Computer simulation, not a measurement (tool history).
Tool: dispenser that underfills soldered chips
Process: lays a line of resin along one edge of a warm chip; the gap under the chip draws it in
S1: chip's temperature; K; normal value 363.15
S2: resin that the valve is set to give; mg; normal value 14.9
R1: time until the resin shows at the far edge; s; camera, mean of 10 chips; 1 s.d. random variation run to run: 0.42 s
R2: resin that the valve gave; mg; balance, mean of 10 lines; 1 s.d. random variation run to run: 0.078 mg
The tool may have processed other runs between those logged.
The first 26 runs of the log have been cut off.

run,hour,S1,S2,R1,R2
# hour 169.2: new syringe of resin
27,172.8,358.15,12.9,36.8,12.37
28,178.7,365.15,17.7,33.4,17.02
# hour 182.9: new syringe of resin
29,186.6,373.15,15.0,24.1,14.23
30,194.5,372.15,14.0,31.5,13.43
# hour 196.1: new syringe of resin
31,198.7,369.15,18.1,24.7,17.06
32,206.1,369.15,14.8,31.2,13.84
# hour 209.7: new syringe of resin
# hour 215.2: dispensing valve cleaned and set on the balance
33,215.2,368.15,14.9,27.4,15.08
34,219.3,350.15,16.2,49.3,16.17
# hour 224.3: new syringe of resin
35,224.7,352.15,13.0,40.7,13.02
36,229.4,352.15,13.0,44.8,12.94

3 options for the next run, each taken on its own from the tool as it stands now. Forecast them:
A,235.6,375.15,13.0,?,?
B,235.6,373.15,18.7,?,?
C,235.6,352.15,15.2,?,?

run,R1,R2
A,29.4,13.01
B,28.1,18.51
C,51.6,15.16
Had the tool no hidden state, the same runs would have come out as:
run,R1,R2
A,22.5,13.09
B,21.4,18.63
C,39.5,15.26
